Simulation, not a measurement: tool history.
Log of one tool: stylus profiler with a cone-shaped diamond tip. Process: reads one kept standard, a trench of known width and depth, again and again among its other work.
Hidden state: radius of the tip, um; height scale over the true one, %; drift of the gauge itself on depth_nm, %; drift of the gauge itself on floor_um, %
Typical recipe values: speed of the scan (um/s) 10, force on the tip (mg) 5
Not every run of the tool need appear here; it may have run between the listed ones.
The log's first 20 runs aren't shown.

| run | day | speed of the scan (um/s) | force on the tip (mg) | scans with this tip | hours of work since the height scale was calibrated | depth of the trench (angstrom) | width of the trench's floor (nm) |
|---|---|---|---|---|---|---|---|
| 21 | 46.517 | 31 | 5 | 6617 | 1161 | 1028.2 | 18630 |
| 22 | 49.238 | 31 | 5 | 6769 | 1187 | 1027.6 | 18620 |
| 23 | 52.467 | 31 | 5 | 6949 | 1219 | 1028.2 | 18620 |
| 24 | 54.562 | 31 | 5 | 7066 | 1239 | 1027.7 | 18640 |
| 25 | 56.033 | 31 | 5 | 7148 | 1254 | 1027.3 | 18610 |
| 26 | 57.358 | 31 | 5 | 7222 | 1267 | 1028.1 | 18660 |
| 27 | 59.942 | 6 | 2.42 | 7367 | 1292 | 1016.7 | 18680 |
| 28 | 61.367 | 6 | 2.42 | 7446 | 1306 | 1016.6 | 18750 |
| 29 | 63.108 | 6 | 2.42 | 7544 | 1323 | 1016.9 | 18680 |
| 30 | 65.842 | 10 | 6.65 | 7696 | 1350 | 1034 | 18720 |
| 31 | 67.321 | 38 | 3.78 | 7779 | 1364 | 1023.1 | 18550 |
| 32 | 68.804 | 23 | 10.03 | 7862 | 1379 | 1044.3 | 18670 |
| 33 | 70.754 | 9 | 7.02 | 7971 | 1398 | 1035.1 | 18710 |
| 34 | 72.721 | 35 | 11.46 | 8081 | 1417 | 1048.6 | 18650 |
| 35 | 75.05 | 35 | 11.46 | 8211 | 1440 | 1048.5 | 18640 |
| 36 | 77.817 | 14 | 11.28 | 8365 | 1467 | 1047.6 | 18690 |
|  | 78.275 | height scale calibrated on a step standard |
| 37 | 80.854 | 27 | 1.75 | 8534 | 25 | 1014.8 | 18620 |
| 38 | 83.321 | 31 | 3.19 | 8672 | 49 | 1019.9 | 18610 |
| 39 | 84.888 | 31 | 3.19 | 8759 | 65 | 1020.3 | 18600 |
| 40 | 86.217 | 31 | 3.19 | 8834 | 78 | 1020.8 | 18570 |
| 41 | 87.721 | 4 | 3.23 | 8918 | 93 | 1020.5 | 18690 |
| 42 | 90 | 3 | 10.65 | 9045 | 115 | 1046 | 18750 |
| 43 | 92.421 | 7 | 5 | 9180 | 139 | 1027.3 | 18700 |

5 ways to go on from here, each from the tool as it stands after run 43. What would each give?
| A | 95.375 | 28 | 5 | 9345 | 168 | ? | ? |
| B | 95.375 | 7 | 2.75 | 9345 | 168 | ? | ? |
| C | 95.375 | 7 | 5 | 9345 | 168 | ? | ? |
| D | 95.375 | 34 | 5.46 | 9345 | 168 | ? | ? |
| E | 95.375 | 3 | 14.2 | 9345 | 168 | ? | ? |

| run | depth of the trench (angstrom) | width of the trench's floor (nm) |
|---|---|---|
| A | 1027.7 | 18690 |
| B | 1018.8 | 18700 |
| C | 1028.4 | 18780 |
| D | 1028.8 | 18610 |
| E | 1055.9 | 18730 |
The same runs, with their run-to-run variation unchanged, on a tool lacking any hidden condition would have given:
| run | depth of the trench (angstrom) | width of the trench's floor (nm) |
|---|---|---|
| A | 1027.7 | 18690 |
| B | 1018.8 | 18710 |
| C | 1028.4 | 18780 |
| D | 1028.8 | 18620 |
| E | 1055.9 | 18740 |
